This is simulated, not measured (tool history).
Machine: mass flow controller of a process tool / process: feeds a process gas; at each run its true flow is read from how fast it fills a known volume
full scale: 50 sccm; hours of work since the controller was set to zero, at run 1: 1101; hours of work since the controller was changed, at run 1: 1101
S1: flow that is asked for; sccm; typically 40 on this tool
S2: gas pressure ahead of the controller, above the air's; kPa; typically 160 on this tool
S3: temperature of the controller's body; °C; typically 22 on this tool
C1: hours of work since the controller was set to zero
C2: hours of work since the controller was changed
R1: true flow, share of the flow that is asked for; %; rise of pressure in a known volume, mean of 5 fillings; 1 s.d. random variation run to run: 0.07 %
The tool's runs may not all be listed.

run,day,S1,S2,S3,C1,C2,R1
1,0,40,160,22,1101,1101,99.97
2,5.154,40,160,22,1168,1168,100.02
3,10.188,40,256,22,1233,1233,100.53
4,13.696,40,256,22,1278,1278,100.44
5,18.217,40,256,22,1336,1336,100.52
6,22.042,40,160,22,1386,1386,100
7,26.021,40,160,22,1437,1437,100.15
8,30.754,30,160,22,1498,1498,99.62
9,35.012,47,160,22,1553,1553,100.52
10,37.4,47,160,22,1584,1584,100.51
11,39.638,40,160,22,1613,1613,100.15
12,43.242,40,160,22,1659,1659,100.26
13,45.688,40,160,22,1691,1691,100.3
14,49.925,40,160,22,1745,1745,100.11
15,52.992,40,160,22,1785,1785,100.26
16,56.096,40,160,22,1825,1825,100.26
17,59.475,40,160,26,1869,1869,100.18
18,62.575,40,160,26,1909,1909,100.3
19,65.638,40,264,26,1948,1948,100.75
20,69.967,40,220,22,2004,2004,100.63
21,74.138,40,160,22,2058,2058,100.37
22,77.729,40,160,22,2104,2104,100.29
23,81.6,40,160,22,2154,2154,100.45
24,86.579,40,160,22,2218,2218,100.46
25,90.792,9,167,25,2273,2273,99.82
26,94.596,14,229,25,2322,2322,99.93
27,99.1,14,229,25,2380,2380,100
28,102.729,14,229,25,2427,2427,99.95
29,105.888,39,270,22,2467,2467,101.12
30,108.4,39,270,22,2500,2500,101.18
31,112.117,9,242,22,2548,2548,100.43
32,115.688,40,160,28,2594,2594,100.34
33,120.508,44,160,35,2656,2656,100.4
34,124.725,44,160,35,2710,2710,100.37
35,128.338,44,161,22,2757,2757,100.79
36,133.071,44,161,22,2818,2818,100.98
37,137.212,40,154,23,2872,2872,100.6
38,142.462,40,180,22,2939,2939,100.79
39,145.733,40,180,22,2982,2982,100.8
40,149.9,12,169,21,3035,3035,100.22
41,153.417,39,160,22,3081,3081,100.76
42,157.733,39,228,22,3136,3136,101.28
43,160.875,8,160,28,3177,3177,100.3
44,165.008,38,160,28,3230,3230,100.55
45,167.217,38,160,28,3259,3259,100.56
46,170.892,6,160,28,3306,3306,101.14
47,174.375,7,160,22,3351,3351,101.12
48,179.008,34,219,22,3411,3411,101.01

The same runs without the tool's hidden state, with the same run-to-run variation:
Unlogged tool condition in this case: flow at rest that the sensor doesn't see, % of full scale; true flow over the shown one, %; drift of the gauge itself on true_pct, %.
run,R1
1,99.35
2,99.37
3,99.86
4,99.75
5,99.8
6,99.26
7,99.39
8,98.76
9,99.75
10,99.72
11,99.32
12,99.41
13,99.44
14,99.22
15,99.36
16,99.33
17,99.23
18,99.34
19,99.77
20,99.63
21,99.35
22,99.25
23,99.38
24,99.37
25,97.71
26,98.25
27,98.28
28,98.21
29,99.91
30,99.96
31,98.1
32,99.09
33,99.15
34,99.09
35,99.5
36,99.66
37,99.23
38,99.39
39,99.38
40,97.91
41,99.29
42,99.78
43,97.25
44,99
45,99
46,97.31
47,97.63
48,99.33
